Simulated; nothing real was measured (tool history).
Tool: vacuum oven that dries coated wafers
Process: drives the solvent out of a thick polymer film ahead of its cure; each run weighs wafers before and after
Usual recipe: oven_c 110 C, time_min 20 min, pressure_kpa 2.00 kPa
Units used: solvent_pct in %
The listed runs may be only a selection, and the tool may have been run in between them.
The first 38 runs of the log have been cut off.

run     day  oven_c  time_min  pressure_kpa  hours of work since the thermocouples were calibrated  hours of work since the vacuum gauge was cleaned of residue  solvent_pct
 39  39.679     104        20          2.00                                                     92                                                         1181         6.01
 40  40.892     104        20          2.00                                                    109                                                         1198         6.00
 41  41.871     110        18          2.00                                                    123                                                         1212         4.65
 42  43.379     124        15          1.80                                                    144                                                         1233         1.97
 43  44.742     124        15          1.80                                                    163                                                         1252         1.97
 44  46.212     124        15          1.80                                                    184                                                         1272         1.93
 45  46.900     124        15          1.80                                                    193                                                         1282         1.91
 46  48.412     123        11          1.37                                                    215                                                         1303         2.47

Forecast each of these 4 alternatives for the next run:
  A  49.383     108        12          1.15                                                    228                                                         1317            ?
  B  49.383     108        17          2.17                                                    228                                                         1317            ?
  C  49.383     123        13          4.42                                                    228                                                         1317            ?
  D  49.383     108        11          1.29                                                    228                                                         1317            ?

run  solvent_pct
  A         5.79
  B         5.43
  C         3.99
  D         6.17
The same runs, with their run-to-run variation unchanged, on a tool lacking any hidden condition would have given:
run  solvent_pct
  A         5.55
  B         5.15
  C         3.78
  D         5.95
